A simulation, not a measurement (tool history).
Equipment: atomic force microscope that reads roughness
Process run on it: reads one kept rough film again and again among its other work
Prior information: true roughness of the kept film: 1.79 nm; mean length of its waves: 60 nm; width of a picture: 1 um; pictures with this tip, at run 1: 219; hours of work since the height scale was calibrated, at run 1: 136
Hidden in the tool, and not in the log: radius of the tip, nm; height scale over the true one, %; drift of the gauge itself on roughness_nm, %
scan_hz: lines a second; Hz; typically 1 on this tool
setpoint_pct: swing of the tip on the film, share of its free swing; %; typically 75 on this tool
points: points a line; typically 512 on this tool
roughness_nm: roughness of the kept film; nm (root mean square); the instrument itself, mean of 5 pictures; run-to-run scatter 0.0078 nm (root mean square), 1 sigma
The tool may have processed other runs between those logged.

run     day  scan_hz  setpoint_pct  points  pictures with this tip  hours of work since the height scale was calibrated  roughness_nm
  1       0        1            75     512                     219                                                  136         1.632
  2   0.242        1            75     512                     226                                                  139         1.629
  3   0.442        1            75     512                     231                                                  142         1.639
  4   0.688        1            75     512                     237                                                  145         1.629
  5   0.912     1.99            75     512                     243                                                  147          1.57
  6   1.133        1            75     492                     248                                                  150         1.629
  7   1.296        1            75     512                     252                                                  152         1.622
      1.679  -- new tip fitted
  8   1.679        1            64     512                       0                                                  156         1.712
  9   2.017        1            64     512                       8                                                  160         1.723
 10   2.346      1.2            64     512                      16                                                  164         1.697
 11   2.592     2.72            64     512                      23                                                  167         1.643
 12    2.85     2.72            64     512                      29                                                  170         1.647
 13   3.125     2.75            64     512                      36                                                  173         1.642
 14   3.292     2.75            64     512                      41                                                  175         1.646
 15   3.596        1            75     512                      48                                                  179         1.656
 16   3.888        1            58     512                      56                                                  182         1.716
 17   4.267        1            58     512                      65                                                  187          1.71
 18   4.629        1            58     512                      74                                                  191          1.72
 19   4.958        1            75     512                      83                                                  195         1.671
 20   5.208        1            75     512                      89                                                  198         1.669
 21   5.483     3.24            75     840                      96                                                  201         1.527
      5.546  -- height scale calibrated on a step standard
 22   5.775     3.24            75     840                     102                                                    3         1.495
 23   6.121     3.24            75     840                     111                                                    7         1.512
 24    6.35     1.76            69     840                     117                                                   10         1.627
 25   6.679     0.76            88     295                     125                                                   13         1.611
 26   6.979     0.78            78     720                     133                                                   17         1.654
      7.046  -- height scale calibrated on a step standard, once more
 27   7.279     1.81            69     758                     140                                                    3         1.632
 28   7.612     1.16            75     969                     148                                                    7         1.641
 29   7.879     1.16            75     969                     155                                                   10         1.636
 30   8.121     1.16            87     265                     161                                                   13         1.566
 31   8.321     0.51            77     311                     166                                                   15         1.684
 32   8.662      2.7            73     681                     175                                                   19         1.534
 33   8.825        1            83     512                     179                                                   21         1.598
 34   9.204        1            83     512                     189                                                   26         1.601
 35   9.579      0.7            75     512                     198                                                   30         1.666
 36   9.838      0.7            75     512                     205                                                   33         1.645
 37  10.125        1            65     512                     212                                                   36         1.662
 38   10.45        1            77     401                     220                                                   40         1.631
 39  10.692        1            85     615                     226                                                   43         1.594
 40  11.008        1            63     709                     234                                                   47          1.67

4 options for the next run, each taken on its own from the tool as it stands now. Forecast them:
  A  11.342     1.57            75     482                     243                                                   51             ?
  B  11.342     3.27            70     584                     243                                                   51             ?
  C  11.342     1.36            75     700                     243                                                   51             ?
  D  11.342     2.05            58     267                     243                                                   51             ?

run  roughness_nm
  A         1.591
  B         1.541
  C         1.598
  D         1.643
Take away the tool's hidden state, keep each run's random variation, and the runs would have read:
run  roughness_nm
  A         1.644
  B         1.593
  C         1.652
  D         1.698
